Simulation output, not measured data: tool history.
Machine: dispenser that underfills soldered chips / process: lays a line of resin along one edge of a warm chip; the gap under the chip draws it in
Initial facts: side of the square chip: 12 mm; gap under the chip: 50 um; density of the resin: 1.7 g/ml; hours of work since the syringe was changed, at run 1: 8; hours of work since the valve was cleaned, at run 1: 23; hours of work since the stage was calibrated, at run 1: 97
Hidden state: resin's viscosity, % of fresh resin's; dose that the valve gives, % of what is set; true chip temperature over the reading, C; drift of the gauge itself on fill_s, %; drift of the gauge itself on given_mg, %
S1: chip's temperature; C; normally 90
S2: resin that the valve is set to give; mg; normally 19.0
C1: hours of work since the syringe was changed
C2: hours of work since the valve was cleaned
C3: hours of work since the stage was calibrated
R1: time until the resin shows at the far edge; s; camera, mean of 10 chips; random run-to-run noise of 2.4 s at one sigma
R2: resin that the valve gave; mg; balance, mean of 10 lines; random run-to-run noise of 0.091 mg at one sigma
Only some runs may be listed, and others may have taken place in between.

run 1 hour=0.0 | S1=90 S2=19.0 | C1=8 C2=23 C3=97 | R1=356.1 R2=18.69
-- hour=2.0 new syringe of resin
run 2 hour=9.9 | S1=90 S2=24.1 | C1=6 C2=30 C3=104 | R1=319.2 R2=23.47
-- hour=14.5 new syringe of resin
run 3 hour=20.8 | S1=90 S2=24.1 | C1=5 C2=39 C3=113 | R1=297.5 R2=23.53
-- hour=26.8 new syringe of resin
run 4 hour=28.1 | S1=90 S2=24.1 | C1=1 C2=44 C3=118 | R1=255.7 R2=23.19
run 5 hour=34.6 | S1=90 S2=24.1 | C1=6 C2=49 C3=123 | R1=322.7 R2=23.22
-- hour=39.3 new syringe of resin
run 6 hour=45.0 | S1=76 S2=24.1 | C1=5 C2=58 C3=131 | R1=441.4 R2=22.95
-- hour=51.9 new syringe of resin
run 7 hour=56.0 | S1=90 S2=19.0 | C1=3 C2=66 C3=140 | R1=288.2 R2=17.89
run 8 hour=62.8 | S1=90 S2=19.0 | C1=9 C2=72 C3=146 | R1=378.1 R2=17.86
-- hour=64.7 new syringe of resin
run 9 hour=72.7 | S1=90 S2=19.0 | C1=6 C2=79 C3=153 | R1=342.2 R2=17.63
-- hour=77.2 new syringe of resin
run 10 hour=82.6 | S1=99 S2=19.0 | C1=4 C2=87 C3=161 | R1=233.3 R2=17.52
-- hour=90.2 new syringe of resin
run 11 hour=93.6 | S1=90 S2=19.0 | C1=3 C2=95 C3=169 | R1=283.4 R2=17.45
run 12 hour=100.4 | S1=90 S2=19.0 | C1=8 C2=101 C3=175 | R1=368.3 R2=17.15
-- hour=102.8 new syringe of resin
run 13 hour=109.0 | S1=90 S2=21.4 | C1=5 C2=108 C3=181 | R1=307.6 R2=19.25
-- hour=115.7 new syringe of resin
run 14 hour=116.6 | S1=80 S2=21.4 | C1=1 C2=113 C3=187 | R1=331.7 R2=19.13
-- hour=118.3 dispensing valve cleaned and set on the balance
run 15 hour=127.8 | S1=77 S2=19.0 | C1=9 C2=8 C3=195 | R1=531.9 R2=18.90
-- hour=129.4 new syringe of resin
run 16 hour=135.9 | S1=77 S2=19.0 | C1=5 C2=14 C3=202 | R1=465.1 R2=18.79
run 17 hour=140.7 | S1=77 S2=19.0 | C1=9 C2=18 C3=206 | R1=554.9 R2=18.81
-- hour=142.1 new syringe of resin
run 18 hour=145.6 | S1=77 S2=19.0 | C1=3 C2=21 C3=209 | R1=408.8 R2=18.63
run 19 hour=152.4 | S1=87 S2=23.6 | C1=8 C2=27 C3=215 | R1=396.6 R2=22.98
-- hour=155.2 new syringe of resin
run 20 hour=162.0 | S1=87 S2=23.6 | C1=5 C2=34 C3=222 | R1=340.9 R2=22.87
-- hour=167.9 new syringe of resin
run 21 hour=168.7 | S1=99 S2=19.4 | C1=1 C2=39 C3=227 | R1=199.1 R2=18.63
run 22 hour=177.8 | S1=99 S2=23.0 | C1=8 C2=47 C3=234 | R1=281.0 R2=22.02
-- hour=180.9 new syringe of resin
run 23 hour=183.7 | S1=103 S2=24.7 | C1=2 C2=51 C3=239 | R1=186.7 R2=23.46
-- hour=193.7 new syringe of resin
run 24 hour=194.1 | S1=94 S2=22.1 | C1=0 C2=59 C3=247 | R1=213.0 R2=20.89
run 25 hour=200.7 | S1=77 S2=19.0 | C1=6 C2=64 C3=252 | R1=460.1 R2=17.92
-- hour=206.1 new syringe of resin
run 26 hour=206.5 | S1=77 S2=21.3 | C1=0 C2=69 C3=257 | R1=355.5 R2=19.95
run 27 hour=213.8 | S1=77 S2=21.3 | C1=6 C2=75 C3=262 | R1=473.4 R2=19.92
-- hour=219.1 new syringe of resin
run 28 hour=224.6 | S1=77 S2=21.3 | C1=4 C2=83 C3=271 | R1=440.8 R2=19.41
-- hour=231.3 new syringe of resin
run 29 hour=231.7 | S1=104 S2=17.3 | C1=0 C2=88 C3=276 | R1=174.8 R2=15.78
run 30 hour=241.2 | S1=104 S2=17.3 | C1=8 C2=96 C3=284 | R1=255.4 R2=15.79
-- hour=244.3 new syringe of resin
run 31 hour=246.2 | S1=84 S2=19.0 | C1=2 C2=100 C3=288 | R1=316.8 R2=17.20
run 32 hour=253.0 | S1=84 S2=19.0 | C1=7 C2=105 C3=293 | R1=419.4 R2=17.25
-- hour=256.8 new syringe of resin
run 33 hour=259.5 | S1=75 S2=22.5 | C1=2 C2=110 C3=298 | R1=420.3 R2=20.16
-- hour=265.2 dispensing valve cleaned and set on the balance
run 34 hour=269.2 | S1=75 S2=22.5 | C1=9 C2=3 C3=305 | R1=577.2 R2=22.59
-- hour=270.1 new syringe of resin
run 35 hour=280.0 | S1=89 S2=20.4 | C1=8 C2=12 C3=313 | R1=375.2 R2=20.25
-- hour=282.9 new syringe of resin
run 36 hour=288.7 | S1=103 S2=24.5 | C1=5 C2=18 C3=320 | R1=209.5 R2=24.12

A few steps of R1 between consecutive runs. Split each: what settings, incoming material and random variation would produce without the hidden state, and what is left over for the hidden state, along with gauge scatter present in only one of the two compared results (measured, and without hidden state):
Run 14 -> 15: S1 80 -> 77, S2 21.4 -> 19.0, dispensing valve cleaned and set on the balance. R1 +200.2 s: hidden state +173.5, all else +26.7.
Run 17 -> 18: new syringe of resin. R1 -146.1 s: hidden state -149.4, all else +3.3.
Run 24 -> 25: S1 94 -> 77, S2 22.1 -> 19.0. R1 +247.1 s: hidden state +112.6, all else +134.5.
Run 28 -> 29: S1 77 -> 104, S2 21.3 -> 17.3, new syringe of resin. R1 -266.0 s: hidden state -95.4, all else -170.6.
Run 33 -> 34: dispensing valve cleaned and set on the balance. R1 +156.9 s: hidden state +161.3, all else -4.4.
Run 34 -> 35: S1 75 -> 89, S2 22.5 -> 20.4, new syringe of resin. R1 -202.0 s: hidden state -95.2, all else -106.8.
